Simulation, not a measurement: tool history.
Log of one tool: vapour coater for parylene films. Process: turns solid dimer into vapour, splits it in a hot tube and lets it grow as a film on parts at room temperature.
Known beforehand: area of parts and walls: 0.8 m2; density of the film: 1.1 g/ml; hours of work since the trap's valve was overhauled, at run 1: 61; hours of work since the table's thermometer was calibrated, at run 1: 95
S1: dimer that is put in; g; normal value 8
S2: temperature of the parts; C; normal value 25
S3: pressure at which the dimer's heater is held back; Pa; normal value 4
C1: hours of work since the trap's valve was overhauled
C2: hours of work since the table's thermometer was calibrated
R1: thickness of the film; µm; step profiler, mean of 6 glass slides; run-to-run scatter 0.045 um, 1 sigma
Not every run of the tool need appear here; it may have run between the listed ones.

run   hour  S1  S2    S3   C1   C2    R1
  1      0   8  25     4   61   95  4.89
  2     29   8  25     4   78  112   4.9
  3   57.8   8  25     4   95  129  4.82
  4   91.9   8  25     4  116  149  4.78
  5    109   8  25     4  126  159  4.75
  6  135.5   8  25     4  141  175  4.82
  7  171.4   8  34     4  162  196  4.06
  8    197   8  34     4  178  211  3.97
  9  230.1   8  25     4  197  231  4.77
 10  259.4   8  31  2.12  215  248  4.59
 11    288   8  31  2.12  231  265  4.67
 12  306.6   5  29  4.05  242  276  2.74
 13  339.2   5  31  2.99  262  295  2.75
     345.2  -- trap's valve overhauled
 14  368.6   8  29     4   14  310  4.66
 15    385  11  25     4   24  320  6.88
 16  413.3  11  25  2.27   40  336  7.37
 17  449.2  11  22  5.95   61  358  6.75
 18  468.5   4  22  5.95   73  369  2.44

Branching from run 18: 5 alternative next runs. What would each branch give?
  A   487   5  22  4.51  84  380   ?
  B   487   4  22  2.74  84  380   ?
  C   487   4  19   2.8  84  380   ?
  D   487   4  22  2.08  84  380   ?
  E   487   8  25  2.26  84  380   ?

run    R1
  A  3.17
  B  2.74
  C  2.83
  D   2.8
  E  5.34
With the hidden condition removed and each run's random variation left untouched, the same runs would have given:
run    R1
  A  3.26
  B  2.81
  C   2.9
  D  2.87
  E  5.48
